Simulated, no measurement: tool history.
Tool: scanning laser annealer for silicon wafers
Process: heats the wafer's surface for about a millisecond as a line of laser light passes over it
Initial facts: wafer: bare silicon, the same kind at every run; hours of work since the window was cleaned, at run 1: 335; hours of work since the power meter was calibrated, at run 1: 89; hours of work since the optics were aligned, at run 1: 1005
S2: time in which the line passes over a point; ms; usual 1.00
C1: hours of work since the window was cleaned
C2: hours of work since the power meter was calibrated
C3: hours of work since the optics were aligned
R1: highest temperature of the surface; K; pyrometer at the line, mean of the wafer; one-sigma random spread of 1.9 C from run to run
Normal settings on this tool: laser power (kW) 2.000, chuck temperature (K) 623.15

run 1 hour=0.0 | laser_power_(kW)=2.000 S2=1.00 chuck_temperature_(K)=623.15 | C1=335 C2=89 C3=1005 | R1=1329.15
run 2 hour=11.9 | laser_power_(kW)=2.000 S2=1.00 chuck_temperature_(K)=623.15 | C1=340 C2=94 C3=1010 | R1=1324.15
run 3 hour=32.0 | laser_power_(kW)=2.000 S2=1.00 chuck_temperature_(K)=623.15 | C1=349 C2=103 C3=1019 | R1=1323.15
run 4 hour=47.1 | laser_power_(kW)=2.000 S2=1.00 chuck_temperature_(K)=623.15 | C1=355 C2=109 C3=1025 | R1=1323.15
run 5 hour=62.7 | laser_power_(kW)=2.000 S2=1.00 chuck_temperature_(K)=623.15 | C1=362 C2=116 C3=1032 | R1=1323.15
run 6 hour=79.3 | laser_power_(kW)=2.000 S2=1.00 chuck_temperature_(K)=623.15 | C1=369 C2=123 C3=1039 | R1=1324.15
run 7 hour=93.7 | laser_power_(kW)=2.000 S2=1.00 chuck_temperature_(K)=623.15 | C1=375 C2=129 C3=1045 | R1=1322.15
run 8 hour=109.2 | laser_power_(kW)=2.000 S2=1.00 chuck_temperature_(K)=604.15 | C1=382 C2=136 C3=1052 | R1=1299.15
run 9 hour=124.4 | laser_power_(kW)=2.000 S2=1.00 chuck_temperature_(K)=604.15 | C1=388 C2=142 C3=1058 | R1=1298.15
run 10 hour=146.0 | laser_power_(kW)=2.019 S2=1.00 chuck_temperature_(K)=604.15 | C1=397 C2=151 C3=1067 | R1=1307.15
run 11 hour=167.3 | laser_power_(kW)=2.113 S2=1.00 chuck_temperature_(K)=623.15 | C1=406 C2=161 C3=1076 | R1=1368.15
run 12 hour=185.8 | laser_power_(kW)=2.106 S2=1.00 chuck_temperature_(K)=623.15 | C1=414 C2=168 C3=1084 | R1=1365.15
run 13 hour=205.4 | laser_power_(kW)=2.000 S2=0.89 chuck_temperature_(K)=623.15 | C1=423 C2=177 C3=1093 | R1=1272.15
run 14 hour=222.7 | laser_power_(kW)=2.000 S2=1.00 chuck_temperature_(K)=656.15 | C1=430 C2=184 C3=1100 | R1=1349.15
run 15 hour=235.0 | laser_power_(kW)=2.000 S2=1.00 chuck_temperature_(K)=656.15 | C1=435 C2=189 C3=1105 | R1=1349.15
run 16 hour=253.8 | laser_power_(kW)=2.000 S2=1.00 chuck_temperature_(K)=623.15 | C1=443 C2=197 C3=1113 | R1=1314.15
run 17 hour=266.7 | laser_power_(kW)=2.000 S2=1.00 chuck_temperature_(K)=623.15 | C1=449 C2=203 C3=1119 | R1=1312.15
run 18 hour=276.5 | laser_power_(kW)=2.000 S2=1.00 chuck_temperature_(K)=623.15 | C1=453 C2=207 C3=1123 | R1=1311.15
run 19 hour=288.0 | laser_power_(kW)=2.000 S2=1.00 chuck_temperature_(K)=623.15 | C1=458 C2=212 C3=1128 | R1=1315.15
run 20 hour=298.9 | laser_power_(kW)=2.000 S2=1.00 chuck_temperature_(K)=623.15 | C1=463 C2=217 C3=1132 | R1=1313.15
run 21 hour=320.1 | laser_power_(kW)=2.000 S2=1.00 chuck_temperature_(K)=623.15 | C1=472 C2=226 C3=1141 | R1=1315.15
run 22 hour=339.8 | laser_power_(kW)=1.769 S2=1.12 chuck_temperature_(K)=623.15 | C1=480 C2=234 C3=1150 | R1=1252.15
-- hour=346.3 window over the wafer cleaned
run 23 hour=352.5 | laser_power_(kW)=1.876 S2=1.12 chuck_temperature_(K)=596.15 | C1=3 C2=239 C3=1154 | R1=1311.15
run 24 hour=372.9 | laser_power_(kW)=1.838 S2=1.00 chuck_temperature_(K)=624.15 | C1=11 C2=247 C3=1163 | R1=1279.15
run 25 hour=383.9 | laser_power_(kW)=1.806 S2=1.10 chuck_temperature_(K)=623.15 | C1=16 C2=252 C3=1168 | R1=1295.15
run 26 hour=401.1 | laser_power_(kW)=1.806 S2=1.10 chuck_temperature_(K)=623.15 | C1=23 C2=259 C3=1175 | R1=1291.15
run 27 hour=412.7 | laser_power_(kW)=2.037 S2=1.00 chuck_temperature_(K)=605.15 | C1=28 C2=264 C3=1180 | R1=1349.15
run 28 hour=434.3 | laser_power_(kW)=1.973 S2=1.00 chuck_temperature_(K)=623.15 | C1=38 C2=273 C3=1189 | R1=1333.15
run 29 hour=447.3 | laser_power_(kW)=2.138 S2=0.86 chuck_temperature_(K)=634.15 | C1=43 C2=279 C3=1195 | R1=1355.15
run 30 hour=458.4 | laser_power_(kW)=1.832 S2=0.82 chuck_temperature_(K)=623.15 | C1=48 C2=284 C3=1199 | R1=1199.15
run 31 hour=473.0 | laser_power_(kW)=2.065 S2=0.94 chuck_temperature_(K)=637.15 | C1=54 C2=290 C3=1206 | R1=1362.15
run 32 hour=494.6 | laser_power_(kW)=1.932 S2=0.71 chuck_temperature_(K)=623.15 | C1=63 C2=299 C3=1215 | R1=1190.15
run 33 hour=516.0 | laser_power_(kW)=1.932 S2=1.08 chuck_temperature_(K)=648.15 | C1=72 C2=308 C3=1224 | R1=1369.15
run 34 hour=525.9 | laser_power_(kW)=2.000 S2=0.96 chuck_temperature_(K)=623.15 | C1=77 C2=312 C3=1228 | R1=1328.15
run 35 hour=540.5 | laser_power_(kW)=1.850 S2=0.75 chuck_temperature_(K)=658.15 | C1=83 C2=319 C3=1234 | R1=1210.15
run 36 hour=551.3 | laser_power_(kW)=1.850 S2=1.06 chuck_temperature_(K)=619.15 | C1=87 C2=323 C3=1239 | R1=1295.15
run 37 hour=571.8 | laser_power_(kW)=1.850 S2=1.06 chuck_temperature_(K)=619.15 | C1=96 C2=332 C3=1248 | R1=1293.15
run 38 hour=588.6 | laser_power_(kW)=1.850 S2=1.06 chuck_temperature_(K)=619.15 | C1=103 C2=339 C3=1255 | R1=1289.15

Predict each of these 3 candidate next runs independently; none follows another, all start after run 38:
run A hour=603.0 | laser_power_(kW)=1.830 S2=0.72 chuck_temperature_(K)=618.15 | C1=109 C2=345 C3=1261 | R1=?
run B hour=603.0 | laser_power_(kW)=2.129 S2=1.04 chuck_temperature_(K)=658.15 | C1=109 C2=345 C3=1261 | R1=?
run C hour=603.0 | laser_power_(kW)=1.894 S2=0.82 chuck_temperature_(K)=616.15 | C1=109 C2=345 C3=1261 | R1=?

run=A R1=1153.15
run=B R1=1452.15
run=C R1=1213.15
Without the tool's hidden state the same runs would have given:
run=A R1=1176.15
run=B R1=1487.15
run=C R1=1240.15

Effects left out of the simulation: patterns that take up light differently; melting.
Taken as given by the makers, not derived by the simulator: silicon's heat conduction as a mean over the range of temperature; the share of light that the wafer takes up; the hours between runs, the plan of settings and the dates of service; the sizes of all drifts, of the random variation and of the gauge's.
